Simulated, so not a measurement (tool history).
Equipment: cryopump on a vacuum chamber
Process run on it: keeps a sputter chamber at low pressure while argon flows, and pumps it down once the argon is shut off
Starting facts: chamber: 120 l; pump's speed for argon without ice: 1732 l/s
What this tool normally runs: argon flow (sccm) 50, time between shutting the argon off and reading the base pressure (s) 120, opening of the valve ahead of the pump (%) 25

| run | hour | argon flow (sccm) | time between shutting the argon off and reading the base pressure (s) | opening of the valve ahead of the pump (%) | pressure while argon flows (Pa) | pressure after the wait (uPa) |
|---|---|---|---|---|---|---|
| 1 | 0.0 | 50 | 120 | 25 | 0.2162 | 1.60 |
|  | 28.7 | pump warmed up, emptied and cooled again |
| 2 | 47.9 | 50 | 120 | 26 | 0.1869 | 1.27 |
| 3 | 122.0 | 50 | 120 | 26 | 0.1896 | 1.31 |
| 4 | 154.1 | 50 | 120 | 26 | 0.1896 | 1.33 |
| 5 | 187.3 | 47 | 120 | 25 | 0.1863 | 1.40 |
| 6 | 220.6 | 47 | 120 | 25 | 0.1883 | 1.40 |
| 7 | 281.8 | 50 | 120 | 44 | 0.1158 | 1.47 |
| 8 | 333.6 | 50 | 120 | 44 | 0.1157 | 1.52 |
| 9 | 367.4 | 50 | 120 | 44 | 0.1168 | 1.54 |
| 10 | 401.8 | 50 | 120 | 22 | 0.2294 | 1.58 |
| 11 | 476.4 | 50 | 120 | 22 | 0.2295 | 1.68 |
| 12 | 541.1 | 50 | 295 | 25 | 0.2046 | 1.63 |
| 13 | 600.9 | 50 | 295 | 25 | 0.2049 | 1.74 |
| 14 | 669.3 | 50 | 295 | 25 | 0.2071 | 1.78 |
| 15 | 703.5 | 50 | 120 | 25 | 0.2079 | 2.01 |
| 16 | 763.1 | 66 | 120 | 25 | 0.2780 | 2.08 |
| 17 | 812.6 | 66 | 120 | 25 | 0.2772 | 2.09 |
|  | 863.1 | leaking fittings of the chamber tightened, without venting |
| 18 | 863.1 | 35 | 278 | 32 | 0.1190 | 0.34 |
| 19 | 903.8 | 35 | 278 | 32 | 0.1182 | 0.39 |
| 20 | 959.0 | 36 | 65 | 25 | 0.1546 | 0.80 |
| 21 | 997.3 | 36 | 65 | 25 | 0.1555 | 0.86 |
|  | 1009.1 | pump warmed up, emptied and cooled again |
| 22 | 1058.9 | 47 | 120 | 32 | 0.1461 | 0.52 |
| 23 | 1095.4 | 47 | 120 | 32 | 0.1462 | 0.58 |
| 24 | 1165.4 | 23 | 20 | 17 | 0.1333 | 1.87 |
| 25 | 1202.6 | 50 | 120 | 28 | 0.1788 | 0.66 |
| 26 | 1235.7 | 50 | 120 | 47 | 0.1089 | 0.66 |
| 27 | 1284.9 | 50 | 120 | 47 | 0.1081 | 0.75 |
| 28 | 1326.4 | 50 | 120 | 47 | 0.1096 | 0.73 |
| 29 | 1359.3 | 47 | 120 | 25 | 0.1884 | 0.77 |
| 30 | 1399.1 | 45 | 87 | 25 | 0.1815 | 0.93 |
| 31 | 1431.1 | 22 | 182 | 47 | 0.0491 | 0.76 |
| 32 | 1502.2 | 22 | 182 | 47 | 0.0503 | 0.84 |
| 33 | 1579.6 | 22 | 182 | 47 | 0.0493 | 0.88 |

Pick out some run-to-run changes in pressure while argon flows (Pa). Of each, how much would a tool without hidden state show as well, from the settings, what came in and chance, and how much is left for the hidden state and any gauge scatter not in both results compared?
What the log doesn't record here: pump's speed, % of a pump's without ice; cold plate's temperature, K; leak into the chamber, uPa l/s; drift of the gauge itself on working_pa, %; drift of the gauge itself on base_upa, %.
Run 1 -> 2: opening of the valve ahead of the pump (%) 25 -> 26, pump warmed up, emptied and cooled again. pressure while argon flows (Pa) -0.0293: hidden state -0.0201, all else -0.0092.
Run 9 -> 10: opening of the valve ahead of the pump (%) 44 -> 22. pressure while argon flows (Pa) +0.1126: hidden state +0.0007, all else +0.1119.
Run 17 -> 18: argon flow (sccm) 66 -> 35, time between shutting the argon off and reading the base pressure (s) 120 -> 278, opening of the valve ahead of the pump (%) 25 -> 32, leaking fittings of the chamber tightened, without venting. pressure while argon flows (Pa) -0.1582: hidden state -0.0086, all else -0.1496.
Run 21 -> 22: argon flow (sccm) 36 -> 47, time between shutting the argon off and reading the base pressure (s) 65 -> 120, opening of the valve ahead of the pump (%) 25 -> 32, pump warmed up, emptied and cooled again. pressure while argon flows (Pa) -0.0094: hidden state -0.0135, all else +0.0041.
Run 30 -> 31: argon flow (sccm) 45 -> 22, time between shutting the argon off and reading the base pressure (s) 87 -> 182, opening of the valve ahead of the pump (%) 25 -> 47. pressure while argon flows (Pa) -0.1324: hidden state -0.0031, all else -0.1293.
